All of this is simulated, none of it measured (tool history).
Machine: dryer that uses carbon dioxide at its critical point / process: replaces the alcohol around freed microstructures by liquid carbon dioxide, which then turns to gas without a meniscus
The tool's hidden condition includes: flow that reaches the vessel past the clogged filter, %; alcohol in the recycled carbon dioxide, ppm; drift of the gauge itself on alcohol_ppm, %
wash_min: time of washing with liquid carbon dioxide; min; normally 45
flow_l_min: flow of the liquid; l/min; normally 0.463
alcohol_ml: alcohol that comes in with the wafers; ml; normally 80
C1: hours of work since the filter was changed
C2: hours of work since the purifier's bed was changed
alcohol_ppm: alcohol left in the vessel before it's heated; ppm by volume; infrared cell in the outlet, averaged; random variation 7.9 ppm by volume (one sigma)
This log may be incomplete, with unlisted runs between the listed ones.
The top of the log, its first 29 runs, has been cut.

Run 30, hour 227.9: usual settings but flow_l_min 0.297 l/min, alcohol_ml 38 ml; C1 106; C2 223. Result: alcohol_ppm 865 ppm by volume.
Run 31, hour 238.5: usual settings but wash_min 68 min, flow_l_min 0.297 l/min, alcohol_ml 38 ml; C1 111; C2 229. Result: alcohol_ppm 289 ppm by volume.
Run 32, hour 248.7: usual settings but alcohol_ml 41 ml; C1 117; C2 234. Result: alcohol_ppm 279 ppm by volume.
Run 33, hour 255.4: usual settings but wash_min 54 min, flow_l_min 0.56 l/min, alcohol_ml 31 ml; C1 120; C2 238. Result: alcohol_ppm 93 ppm by volume.
Run 34, hour 260.7: usual settings but wash_min 70 min, flow_l_min 0.492 l/min, alcohol_ml 74 ml; C1 123; C2 241. Result: alcohol_ppm 97 ppm by volume.
Run 35, hour 268.9: usual settings but wash_min 30 min, flow_l_min 0.405 l/min, alcohol_ml 30 ml; C1 128; C2 245. Result: alcohol_ppm 882 ppm by volume.
Run 36, hour 276.5: usual settings but alcohol_ml 63 ml; C1 132; C2 249. Result: alcohol_ppm 411 ppm by volume.
Run 37, hour 286.9: usual settings but alcohol_ml 20 ml; C1 137; C2 255. Result: alcohol_ppm 179 ppm by volume.
Run 38, hour 293.5: usual settings but wash_min 59 min, flow_l_min 0.703 l/min, alcohol_ml 46 ml; C1 141; C2 258. Result: alcohol_ppm 72 ppm by volume.

Each row is a separate what-if for the run after 38, all from the same tool condition, not one after another. Results?
Run A, hour 301.5: usual settings but wash_min 66 min, flow_l_min 0.384 l/min, alcohol_ml 47 ml; C1 145; C2 262. Result: alcohol_ppm ?.
Run B, hour 301.5: usual settings but wash_min 65 min, flow_l_min 0.495 l/min, alcohol_ml 29 ml; C1 145; C2 262. Result: alcohol_ppm ?.
Run C, hour 301.5: usual settings but wash_min 55 min, flow_l_min 0.485 l/min, alcohol_ml 21 ml; C1 145; C2 262. Result: alcohol_ppm ?.
Run D, hour 301.5: usual settings but wash_min 44 min, flow_l_min 0.703 l/min, alcohol_ml 46 ml; C1 145; C2 262. Result: alcohol_ppm ?.

run  alcohol_ppm
  A          194
  B           94
  C          109
  D          100
Had the tool no hidden state, the same runs would have come out as:
run  alcohol_ppm
  A          116
  B           27
  C           41
  D           30

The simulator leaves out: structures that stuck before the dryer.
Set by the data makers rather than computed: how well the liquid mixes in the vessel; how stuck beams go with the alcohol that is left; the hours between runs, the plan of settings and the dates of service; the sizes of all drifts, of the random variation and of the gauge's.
